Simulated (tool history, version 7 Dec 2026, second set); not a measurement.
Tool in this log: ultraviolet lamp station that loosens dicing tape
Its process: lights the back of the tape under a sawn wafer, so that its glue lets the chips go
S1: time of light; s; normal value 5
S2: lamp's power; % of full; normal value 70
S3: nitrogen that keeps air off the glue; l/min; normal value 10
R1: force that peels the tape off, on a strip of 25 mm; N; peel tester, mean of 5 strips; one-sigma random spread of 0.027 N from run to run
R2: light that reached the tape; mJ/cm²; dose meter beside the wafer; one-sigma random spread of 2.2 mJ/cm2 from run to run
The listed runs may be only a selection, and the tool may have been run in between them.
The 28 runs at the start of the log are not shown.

{"run": 29, "hour": 1109.0, "S1": 4, "S2": 66, "S3": 10, "R1": 3.035, "R2": 115}
{"run": 30, "hour": 1135.0, "S1": 4, "S2": 66, "S3": 10, "R1": 3.027, "R2": 112}
{"run": 31, "hour": 1189.2, "S1": 4, "S2": 66, "S3": 10, "R1": 3.1, "R2": 111}
{"run": 32, "hour": 1237.8, "S1": 4, "S2": 68, "S3": 6, "R1": 3.98, "R2": 113}
{"run": 33, "hour": 1293.7, "S1": 8, "S2": 81, "S3": 10, "R1": 0.672, "R2": 264}
{"run": 34, "hour": 1327.0, "S1": 3, "S2": 70, "S3": 10, "R1": 4.147, "R2": 84}
{"run": 35, "hour": 1384.2, "S1": 3, "S2": 80, "S3": 4, "R1": 5.313, "R2": 95}
{"hour": 1413.5, "done": "window cleaned of glue's vapour"}
{"run": 36, "hour": 1443.5, "S1": 2, "S2": 77, "S3": 5, "R1": 6.086, "R2": 71}
{"run": 37, "hour": 1471.5, "S1": 2, "S2": 86, "S3": 4, "R1": 6.017, "R2": 80}
{"run": 38, "hour": 1498.3, "S1": 7, "S2": 67, "S3": 5, "R1": 1.881, "R2": 208}
{"run": 39, "hour": 1551.3, "S1": 6, "S2": 97, "S3": 5, "R1": 1.327, "R2": 249}
{"run": 40, "hour": 1575.9, "S1": 6, "S2": 97, "S3": 5, "R1": 1.297, "R2": 248}
{"run": 41, "hour": 1601.4, "S1": 6, "S2": 62, "S3": 6, "R1": 2.605, "R2": 161}
{"run": 42, "hour": 1631.3, "S1": 6, "S2": 62, "S3": 6, "R1": 2.508, "R2": 159}
{"run": 43, "hour": 1683.2, "S1": 6, "S2": 93, "S3": 10, "R1": 0.874, "R2": 234}

3 ways to go on from here, each from the tool as it stands after run 43. What would each give?
{"run": "A", "hour": 1722.4, "S1": 4, "S2": 82, "S3": 4, "R1": "?", "R2": "?"}
{"run": "B", "hour": 1722.4, "S1": 3, "S2": 93, "S3": 5, "R1": "?", "R2": "?"}
{"run": "C", "hour": 1722.4, "S1": 4, "S2": 74, "S3": 8, "R1": "?", "R2": "?"}

run=A R1=3.774 R2=133
run=B R1=4.159 R2=116
run=C R1=3.249 R2=123
With the hidden condition removed and each run's random variation left untouched, the same runs would have given:
run=A R1=2.656 R2=179
run=B R1=2.992 R2=155
run=C R1=2.149 R2=165
